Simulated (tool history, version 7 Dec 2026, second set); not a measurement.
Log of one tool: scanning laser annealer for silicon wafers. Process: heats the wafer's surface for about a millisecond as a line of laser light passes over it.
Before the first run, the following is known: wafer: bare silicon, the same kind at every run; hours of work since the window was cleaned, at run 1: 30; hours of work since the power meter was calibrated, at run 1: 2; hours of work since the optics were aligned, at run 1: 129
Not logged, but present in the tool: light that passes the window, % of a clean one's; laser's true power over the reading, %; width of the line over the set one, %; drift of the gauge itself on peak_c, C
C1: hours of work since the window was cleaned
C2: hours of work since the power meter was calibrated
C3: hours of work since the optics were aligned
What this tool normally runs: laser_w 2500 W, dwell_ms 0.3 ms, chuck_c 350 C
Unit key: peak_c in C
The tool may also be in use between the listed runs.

run 1 day=0 | laser_w=2500 dwell_ms=0.3 chuck_c=350 | C1=30 C2=2 C3=129 | peak_c=1176
run 2 day=0.417 | laser_w=2500 dwell_ms=0.3 chuck_c=336 | C1=35 C2=6 C3=133 | peak_c=1162
run 3 day=0.683 | laser_w=2500 dwell_ms=0.3 chuck_c=336 | C1=37 C2=9 C3=136 | peak_c=1163
run 4 day=0.971 | laser_w=2500 dwell_ms=0.3 chuck_c=336 | C1=40 C2=12 C3=139 | peak_c=1164
run 5 day=1.488 | laser_w=2500 dwell_ms=0.3 chuck_c=336 | C1=45 C2=17 C3=144 | peak_c=1157
run 6 day=1.967 | laser_w=2500 dwell_ms=0.3 chuck_c=367 | C1=50 C2=21 C3=148 | peak_c=1190
run 7 day=2.25 | laser_w=2500 dwell_ms=0.3 chuck_c=367 | C1=52 C2=24 C3=151 | peak_c=1189
run 8 day=2.567 | laser_w=2171 dwell_ms=0.222 chuck_c=347 | C1=55 C2=27 C3=154 | peak_c=956
-- day=2.733 laser's power meter calibrated
run 9 day=3.225 | laser_w=2640 dwell_ms=0.273 chuck_c=327 | C1=61 C2=5 C3=159 | peak_c=1170
run 10 day=3.621 | laser_w=2640 dwell_ms=0.273 chuck_c=327 | C1=64 C2=9 C3=163 | peak_c=1165
run 11 day=4.112 | laser_w=2640 dwell_ms=0.273 chuck_c=327 | C1=69 C2=13 C3=168 | peak_c=1167
run 12 day=4.6 | laser_w=2640 dwell_ms=0.273 chuck_c=327 | C1=74 C2=18 C3=173 | peak_c=1165

Here are 3 independent what-if runs from the current tool condition. What would each one return?
run A day=5.021 | laser_w=2336 dwell_ms=0.273 chuck_c=380 | C1=78 C2=22 C3=177 | peak_c=?
run B day=5.021 | laser_w=2515 dwell_ms=0.3 chuck_c=350 | C1=78 C2=22 C3=177 | peak_c=?
run C day=5.021 | laser_w=2640 dwell_ms=0.25 chuck_c=361 | C1=78 C2=22 C3=177 | peak_c=?

run=A peak_c=1109
run=B peak_c=1182
run=C peak_c=1167
What these runs would have given with no unlogged condition in the tool:
run=A peak_c=1112
run=B peak_c=1185
run=C peak_c=1171

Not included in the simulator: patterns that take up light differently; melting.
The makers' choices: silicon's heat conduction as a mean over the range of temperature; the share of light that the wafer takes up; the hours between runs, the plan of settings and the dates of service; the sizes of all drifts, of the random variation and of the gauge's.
